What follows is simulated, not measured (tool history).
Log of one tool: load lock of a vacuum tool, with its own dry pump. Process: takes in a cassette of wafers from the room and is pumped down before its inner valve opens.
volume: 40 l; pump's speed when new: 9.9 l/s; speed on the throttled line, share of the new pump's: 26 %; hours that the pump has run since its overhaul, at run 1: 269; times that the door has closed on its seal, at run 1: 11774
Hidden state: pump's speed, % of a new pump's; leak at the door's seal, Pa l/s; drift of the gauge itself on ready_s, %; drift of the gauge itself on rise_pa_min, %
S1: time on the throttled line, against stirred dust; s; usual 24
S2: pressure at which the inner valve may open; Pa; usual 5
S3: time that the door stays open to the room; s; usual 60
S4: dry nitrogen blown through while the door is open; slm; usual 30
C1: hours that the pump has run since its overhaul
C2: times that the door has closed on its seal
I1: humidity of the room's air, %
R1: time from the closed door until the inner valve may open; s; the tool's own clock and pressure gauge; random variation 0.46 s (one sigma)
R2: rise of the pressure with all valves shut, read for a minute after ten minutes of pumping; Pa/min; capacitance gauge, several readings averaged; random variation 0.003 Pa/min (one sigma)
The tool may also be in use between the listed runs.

run    hour  S1  S2   S3  S4    C1     C2    I1    R1     R2
  1       0  24   5   60  30   269  11774  47.3  58.6  0.259
  2    71.3  24   5   60  30   340  12017  43.4  57.6  0.261
  3   195.9  24   5   60  30   464  12441  42.5  58.4   0.28
  4   254.7  24   5   60  30   523  12641    48  58.8  0.294
  5   354.2  24   5   60  30   623  12979  46.1  58.5  0.309
  6   478.1  24   5   69  30   747  13401  46.5  59.2  0.319
  7   540.3  24   5   60  19   809  13613  45.7  58.7  0.334
  8   657.6  24   5  240  30   926  14012  45.2    58  0.381
  9   729.6  24   5   60  30   998  14257    48  58.7  0.336
 10   806.3  24   5   60  30  1075  14518  43.7  59.3  0.346
 11   897.6  24   5   60  30  1166  14829  45.2  58.4  0.359
 12   970.9  24   5   60  30  1239  15078  47.7  58.4  0.375
 13  1104.3  24   5   60  30  1373  15532  43.5  59.3  0.382
 14  1182.6  24   5   60  30  1451  15798  47.2  59.5  0.397
 15  1292.8  24   5   60  30  1561  16173  44.4  59.2   0.41
 16    1352  24   5   60  30  1621  16375    44  58.5  0.423
 17  1440.4  24   5   60  30  1709  16675  42.8  58.6  0.437
 18  1532.9  24   5   60  30  1801  16990  45.3  59.8  0.423
 19  1654.4  24   5   60  30  1923  17403    46  59.3  0.467
 20  1737.5  28   5   60   7  2006  17686    45  61.8  0.493
 21  1863.1  28   5   60   7  2132  18114  46.7  62.4  0.493
 22  1985.4  24   5   60  17  2254  18530  43.8  59.2  0.499
 23  2118.7  24   5   60  17  2387  18983  43.9  58.6  0.516
 24  2254.2  15   6   48   6  2523  19445  42.5  51.1  0.557
 25  2354.8  17   5   44   8  2623  19787  45.8  54.1   0.57
 26    2467  24   8  179  30  2736  20168  44.6  56.9  0.594
 27    2560  46   8  179  13  2828  20485  43.8  72.6  0.638
 28  2679.6  46   4  137  13  2948  20892  45.4  76.5  0.647
 29  2784.2  46   4  137  13  3053  21248  41.4  76.6  0.658
 30  2864.3  46   4  137  13  3133  21520  42.8  77.3  0.664
     2972.5  -- door's seal changed, seat wiped
 31  2994.5  46   6  137  13  3262     75  43.6  74.4  0.089
 32  3060.7  46   6  137  13  3328    300  45.1  75.2  0.088
 33  3120.8  46   6  137  13  3388    505  46.6  75.1  0.089
 34  3184.6  24   6  172  30  3452    722  43.2  58.7  0.073
 35  3252.2  42   6   73  35  3519    952  44.7  72.2  0.048
 36  3312.9  14   6  142   7  3580   1159    42  51.1  0.104
 37  3370.9  14   8   64   7  3638   1356  49.5  51.2  0.087

Some steps in R1 between neighbouring runs. How much of each would the tool show without its hidden state too (settings, what came in, random variation), and how much is left for the hidden state, with any gauge scatter that isn't in both results?
Run 25 -> 26: S1 17 -> 24, S2 5 -> 8, S3 44 -> 179, S4 8 -> 30. R1 +2.8 s: hidden state -0.2, all else +3.
Run 26 -> 27: S1 24 -> 46, S4 30 -> 13. R1 +15.7 s: hidden state -0.1, all else +15.8.
Run 33 -> 34: S1 46 -> 24, S3 137 -> 172, S4 13 -> 30. R1 -16.4 s: hidden state +0.3, all else -16.7.
Run 35 -> 36: S1 42 -> 14, S3 73 -> 142, S4 35 -> 7. R1 -21.1 s: hidden state +0.3, all else -21.4.
